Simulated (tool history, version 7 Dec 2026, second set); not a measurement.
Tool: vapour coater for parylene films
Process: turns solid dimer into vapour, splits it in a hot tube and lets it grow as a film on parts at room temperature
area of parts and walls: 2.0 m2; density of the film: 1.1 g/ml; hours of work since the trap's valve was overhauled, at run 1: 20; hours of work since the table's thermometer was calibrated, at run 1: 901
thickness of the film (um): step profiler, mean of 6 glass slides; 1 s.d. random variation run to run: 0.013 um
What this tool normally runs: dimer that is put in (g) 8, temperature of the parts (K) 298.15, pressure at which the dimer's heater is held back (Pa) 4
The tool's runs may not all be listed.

run	day	dimer that is put in (g)	temperature of the parts (K)	pressure at which the dimer's heater is held back (Pa)	hours of work since the trap's valve was overhauled	hours of work since the table's thermometer was calibrated	thickness of the film (um)
1	0	8	298.15	4	20	901	1.99
2	1.85	8	298.15	4	54	934	1.99
3	3.629	8	298.15	4	86	967	2
4	5.229	7	298.15	4	115	996	1.73
5	6.258	7	298.15	4	134	1015	1.75
6	7.421	8	302.15	4	155	1036	1.83
7	8.992	8	306.15	4	184	1064	1.64
8	10.75	8	306.15	4	216	1096	1.65
9	11.675	8	306.15	4	233	1113	1.63
# day 11.867: table's thermometer calibrated
10	13.167	8	298.15	4	259	24	1.97
11	14.375	8	298.15	4	281	46	1.99
# day 14.958: table's thermometer calibrated, once more
12	15.533	8	298.15	4	301	10	1.86
13	16.779	8	298.15	4	324	33	1.87
14	18.596	8	298.15	4	357	66	1.88
15	20.046	8	298.15	4	384	93	1.85
16	21.442	8	298.15	2.17	409	118	2.06
17	22.375	9	306.15	2.87	426	135	1.86
18	24.104	5	302.15	4	458	167	1.07
19	25.696	5	302.15	4	487	196	1.05
20	27.362	5	302.15	4	517	226	1.07
21	29	5	302.15	4	547	256	1.08
22	30.5	10	308.15	4	574	283	1.86
23	31.592	14	292.15	4	594	303	3.76
24	32.646	8	306.15	5.58	613	322	1.45
25	33.746	11	306.15	5.58	633	342	2.03
26	34.838	10	296.15	7.65	653	362	2.17
# day 35.983: trap's valve overhauled
27	36.267	13	294.15	3.63	5	385	3.52
28	37.496	8	291.15	4	28	407	2.26
29	38.842	10	298.15	3.29	52	432	2.49
30	39.967	9	305.15	2.58	73	452	1.99
31	40.871	9	306.15	3.44	89	469	1.87

Hidden condition of the tool, last listed run before each entry between runs versus first listed run after:
Run 9 -> run 10: table's thermometer calibrated (day 11.867)
  vapour lost through the trap's worn valve, %: 1.7 -> 1.9; true temperature of the parts over the reading, C: -1.67 -> -2.36
  measured minus no-state result, thickness of the film (um): +0.03 -> +0.06
Run 11 -> run 12: table's thermometer calibrated, once more (day 14.958)
  vapour lost through the trap's worn valve, %: 2.1 -> 2.2; true temperature of the parts over the reading, C: -2.39 -> 0.14
  measured minus no-state result, thickness of the film (um): +0.07 -> -0.05
Run 26 -> run 27: trap's valve overhauled (day 35.983)
  vapour lost through the trap's worn valve, %: 4.7 -> 0.5; true temperature of the parts over the reading, C: -0.34 -> -0.37
  measured minus no-state result, thickness of the film (um): -0.09 -> +0.01

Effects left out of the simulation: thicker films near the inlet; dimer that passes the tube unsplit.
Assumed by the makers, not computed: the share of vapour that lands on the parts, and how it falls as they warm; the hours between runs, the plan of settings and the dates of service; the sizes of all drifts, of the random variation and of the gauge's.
